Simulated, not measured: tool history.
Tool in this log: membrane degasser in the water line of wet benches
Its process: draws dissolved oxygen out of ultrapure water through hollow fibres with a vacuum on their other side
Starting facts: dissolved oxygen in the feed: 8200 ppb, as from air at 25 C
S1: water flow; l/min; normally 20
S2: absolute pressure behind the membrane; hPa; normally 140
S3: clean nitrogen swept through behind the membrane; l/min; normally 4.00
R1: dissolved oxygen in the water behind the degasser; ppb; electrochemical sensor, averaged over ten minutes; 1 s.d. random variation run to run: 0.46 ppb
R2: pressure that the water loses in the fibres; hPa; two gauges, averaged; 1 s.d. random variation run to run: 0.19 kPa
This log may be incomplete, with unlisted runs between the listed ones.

run,hour,S1,S2,S3,R1,R2
1,0.0,20,140,4.00,131.8,392.1
2,196.9,20,140,4.00,132.3,392.8
3,441.8,20,140,4.00,131.7,393.9
4,749.4,20,140,4.00,132.7,391.3
# hour 1021.9: vacuum gauge calibrated
5,1064.4,18,140,4.00,120.1,352.3
6,1306.1,18,140,4.00,119.2,350.8
7,1443.6,18,140,4.00,119.2,356.0
8,1734.5,18,140,4.00,119.8,351.5
# hour 1823.2: seals of the vacuum lines changed
9,1951.1,18,140,4.00,119.4,353.5
10,2277.3,18,140,4.00,119.4,355.7
11,2500.4,18,340,1.72,698.3,355.3
12,2696.6,13,109,6.02,42.2,253.6
13,3027.4,26,172,4.00,219.1,507.8
14,3262.1,20,140,5.88,91.9,394.9
15,3556.0,14,332,4.00,251.3,276.5
16,3747.6,16,107,10.83,29.2,313.3
17,3898.0,16,274,3.71,249.2,312.1
18,4161.9,20,233,10.21,99.9,392.0
19,4458.0,25,137,1.99,300.7,491.6
20,4724.2,25,137,1.99,299.5,490.6

What if the next run were any one of these 5? Each begins from the tool's condition after run 20:
A,4892.8,14,140,4.00,?,?
B,4892.8,21,140,4.00,?,?
C,4892.8,13,130,8.80,?,?
D,4892.8,20,170,4.57,?,?
E,4892.8,13,268,4.66,?,?

run,R1,R2
A,93.8,275.3
B,138.5,411.1
C,36.8,253.3
D,148.5,392.5
E,159.9,255.2
Without the tool's hidden state the same runs would have given:
run,R1,R2
A,93.7,274.8
B,138.3,410.5
C,36.8,252.9
D,148.3,391.9
E,159.8,254.8

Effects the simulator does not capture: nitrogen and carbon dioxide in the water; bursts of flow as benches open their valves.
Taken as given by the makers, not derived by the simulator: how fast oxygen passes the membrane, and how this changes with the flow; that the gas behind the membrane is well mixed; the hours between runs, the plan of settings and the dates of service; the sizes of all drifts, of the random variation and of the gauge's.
